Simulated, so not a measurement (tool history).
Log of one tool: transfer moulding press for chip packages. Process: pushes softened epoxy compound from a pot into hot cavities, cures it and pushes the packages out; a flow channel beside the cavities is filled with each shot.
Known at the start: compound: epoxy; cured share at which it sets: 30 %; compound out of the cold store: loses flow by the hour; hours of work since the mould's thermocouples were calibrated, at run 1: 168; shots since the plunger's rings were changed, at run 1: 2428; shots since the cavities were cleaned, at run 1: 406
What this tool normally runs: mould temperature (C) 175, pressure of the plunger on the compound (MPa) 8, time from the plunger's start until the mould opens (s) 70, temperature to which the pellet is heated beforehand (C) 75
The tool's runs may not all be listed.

run,hour,mould temperature (C),pressure of the plunger on the compound (MPa),time from the plunger's start until the mould opens (s),temperature to which the pellet is heated beforehand (C),hours of work since the mould's thermocouples were calibrated,shots since the plunger's rings were changed,shots since the cavities were cleaned,incoming compound's hours out of the cold store,length that the compound runs in the flow channel (mm),greatest force on the pins that push the packages out (N)
1,0,175,8,70,75,168,2428,406,24.2,571,606
# hour 18.7: plunger's sealing rings changed
# hour 22.6: cavities cleaned with cleaning compound and waxed
2,31.4,175,8,70,75,185,170,134,8,599,644
3,53,175,6.91,70,75,199,499,463,28.8,521,619
# hour 69: cavities cleaned with cleaning compound and waxed
4,82.6,175,6.91,70,75,216,926,207,35.8,508,600
5,102.1,175,8,70,75,229,1223,504,9.6,595,644
# hour 118: cavities cleaned with cleaning compound and waxed
6,137.4,175,8,70,75,250,1737,295,14.8,586,620
7,158.1,175,8,70,75,263,2051,609,31,555,622
# hour 165.1: cavities cleaned with cleaning compound and waxed
8,178.4,175,8,70,75,275,2338,202,38,545,609
# hour 202.9: plunger's sealing rings changed
# hour 213.9: cavities cleaned with cleaning compound and waxed
9,214.8,175,8,70,75,295,158,14,38.6,545,603
10,238.5,175,8,70,75,310,519,375,38.4,543,622
# hour 260.6: cavities cleaned with cleaning compound and waxed
11,276.4,175,8,70,75,333,1072,241,12.7,588,619
12,304.7,175,8,70,75,351,1502,671,11.8,590,675
# hour 309.3: cavities cleaned with cleaning compound and waxed
13,327.5,175,8,70,75,364,1826,276,11.1,592,632
# hour 355.8: cavities cleaned with cleaning compound and waxed
14,355.8,171,8,83,85,381,2234,1,30.8,560,556
# hour 386.9: plunger's sealing rings changed
15,387.2,171,8,83,85,399,5,441,9.6,603,573
# hour 406.1: cavities cleaned with cleaning compound and waxed
16,411.4,175,6.16,70,83,413,350,81,34.5,483,610
17,438.8,176,6.17,97,71,431,767,498,20,502,447
# hour 454.8: cavities cleaned with cleaning compound and waxed
18,471.6,176,6.17,97,71,450,1243,257,20.2,505,446
19,494.5,183,9.53,58,66,465,1592,606,10,634,614
# hour 502.9: cavities cleaned with cleaning compound and waxed
20,525.1,183,9.53,58,66,483,2034,338,18.1,621,602
# hour 550.6: cavities cleaned with cleaning compound and waxed
21,561.1,175,8,101,72,505,2559,160,21.5,572,428
# hour 573.9: plunger's sealing rings changed
# hour 599.1: cavities cleaned with cleaning compound and waxed
22,599.1,175,8,101,72,526,361,0,27,563,438
23,619.6,175,9.01,70,75,539,673,312,40.8,575,594
# hour 647.4: cavities cleaned with cleaning compound and waxed
24,649.4,175,9.01,70,75,557,1104,30,32.4,589,607
25,678,175,8,51,75,575,1538,464,9.7,597,1296
# hour 693.6: cavities cleaned with cleaning compound and waxed
26,698.9,175,7.4,50,75,587,1834,81,17.3,558,1311

Forecast each of these 3 alternatives for the next run:
A,722.7,175,6.54,70,75,602,2195,442,21.3,?,?
B,722.7,173,8.8,70,81,602,2195,442,42.7,?,?
C,722.7,175,7.1,104,67,602,2195,442,38.2,?,?

run,length that the compound runs in the flow channel (mm),greatest force on the pins that push the packages out (N)
A,517,642
B,566,671
C,511,447
Without the tool's unlogged condition, the same runs would have read:
run,length that the compound runs in the flow channel (mm),greatest force on the pins that push the packages out (N)
A,518,631
B,566,660
C,512,440

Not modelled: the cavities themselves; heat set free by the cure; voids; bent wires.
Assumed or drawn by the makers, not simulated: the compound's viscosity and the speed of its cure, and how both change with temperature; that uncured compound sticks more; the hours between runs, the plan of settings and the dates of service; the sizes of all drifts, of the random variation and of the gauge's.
